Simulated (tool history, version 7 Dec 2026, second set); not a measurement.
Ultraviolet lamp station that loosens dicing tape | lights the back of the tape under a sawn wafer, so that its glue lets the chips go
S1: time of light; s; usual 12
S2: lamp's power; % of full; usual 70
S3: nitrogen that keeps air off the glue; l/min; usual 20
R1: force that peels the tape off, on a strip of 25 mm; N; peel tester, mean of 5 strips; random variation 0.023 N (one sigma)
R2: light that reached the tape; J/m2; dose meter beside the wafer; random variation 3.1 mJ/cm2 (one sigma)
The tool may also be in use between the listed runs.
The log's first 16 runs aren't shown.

run	hour	S1	S2	S3	R1	R2
17	921.3	12	70	20	1.898	3600
18	982.9	12	68	22	1.999	3430
19	1050.6	12	88	29	1.190	4380
20	1085.3	8	67	29	3.465	2170
# hour 1116.1: window cleaned of glue's vapour
21	1137.4	6	76	16	3.851	2210
22	1188.0	10	87	12	1.812	4120
23	1221.5	20	61	16	0.798	5760
24	1261.4	14	61	36	1.353	4000
25	1306.1	14	61	36	1.352	3920
26	1351.5	22	67	27	0.417	6800
27	1413.9	22	67	27	0.456	6640
28	1487.5	22	72	27	0.389	7010
29	1561.1	22	72	25	0.406	6870
30	1612.2	20	81	16	0.508	6960
31	1660.7	12	63	20	2.310	3210
32	1710.3	9	79	36	2.218	2920
33	1777.9	9	79	36	2.238	2920
34	1851.9	11	70	14	2.724	3150

5 ways to go on from here, each from the tool as it stands after run 34. What would each give?
A	1918.8	21	92	34	?	?
B	1918.8	7	70	20	?	?
C	1918.8	15	87	30	?	?
D	1918.8	12	67	20	?	?
E	1918.8	11	70	26	?	?

run	R1	R2
A	0.274	7650
B	4.276	1920
C	0.791	5160
D	2.271	3220
E	2.329	3060
Without the tool's hidden state the same runs would have given:
run	R1	R2
A	0.112	11010
B	2.866	2770
C	0.299	7440
D	1.200	4620
E	1.227	4410
